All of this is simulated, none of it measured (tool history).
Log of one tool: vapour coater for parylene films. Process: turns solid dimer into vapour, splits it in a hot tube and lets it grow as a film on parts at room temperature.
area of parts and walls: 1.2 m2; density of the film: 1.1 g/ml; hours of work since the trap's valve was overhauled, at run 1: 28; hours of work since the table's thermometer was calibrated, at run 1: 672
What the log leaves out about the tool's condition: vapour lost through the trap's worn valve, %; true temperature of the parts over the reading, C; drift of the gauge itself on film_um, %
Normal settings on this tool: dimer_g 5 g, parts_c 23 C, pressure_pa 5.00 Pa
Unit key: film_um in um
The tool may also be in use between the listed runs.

run   hour  dimer_g  parts_c  pressure_pa  hours of work since the trap's valve was overhauled  hours of work since the table's thermometer was calibrated  film_um
  1    0.0        5       23         5.00                                                   28                                                         672     2.59
  2   13.1        5       33         5.00                                                   38                                                         682     2.08
  3   34.8        5       33         5.00                                                   55                                                         699     2.04
  4   56.0        5       33         5.00                                                   71                                                         716     2.04
  5   67.6        5       33         5.00                                                   80                                                         725     2.05
  6   82.9        5       33         5.00                                                   92                                                         736     2.02
  7  105.3        5       33         5.00                                                  109                                                         754     2.05
  8  121.7        7       33         5.00                                                  122                                                         766     2.83
  9  135.9        7       17         5.00                                                  133                                                         777     4.05
 10  148.4        7       17         5.00                                                  142                                                         787     4.08
 11  162.6        7       17         5.00                                                  153                                                         798     3.97
 12  184.3        7       17         5.00                                                  170                                                         815     3.98
 13  202.6        7       17         5.00                                                  184                                                         829     3.97
 14  219.4        7       17         5.00                                                  198                                                         842     4.01
 15  232.1        5       16         2.43                                                  207                                                         852     3.01
 16  246.4        3       23         6.49                                                  218                                                         863     1.46
 17  257.5        2       23         2.63                                                  227                                                         872     1.02
 18  273.5        5       23         3.59                                                  239                                                         884     2.49
 19  285.0        5       23         3.59                                                  248                                                         893     2.44
 20  299.4        5       23         3.59                                                  259                                                         904     2.45
 21  312.0        8       23         2.50                                                  269                                                         914     3.97
 22  332.7        8       23         2.50                                                  285                                                         930     3.97
 23  346.0        2       25         2.53                                                  295                                                         940     0.94
 24  359.5        2       25         2.53                                                  306                                                         951     0.95
 25  377.4        5       16         5.00                                                  320                                                         964     2.73
 26  390.1        5       16         5.00                                                  330                                                         974     2.74
 27  403.8        5       16         5.00                                                  340                                                         985     2.76
 28  414.8        2       18         2.34                                                  349                                                         993     1.10

Run by run, hidden condition taken away, random variation retained:
run  film_um
  1     2.64
  2     2.12
  3     2.10
  4     2.11
  5     2.13
  6     2.11
  7     2.15
  8     2.98
  9     4.28
 10     4.32
 11     4.23
 12     4.26
 13     4.27
 14     4.33
 15     3.26
 16     1.58
 17     1.12
 18     2.73
 19     2.69
 20     2.70
 21     4.41
 22     4.43
 23     1.05
 24     1.06
 25     3.09
 26     3.10
 27     3.15
 28     1.26
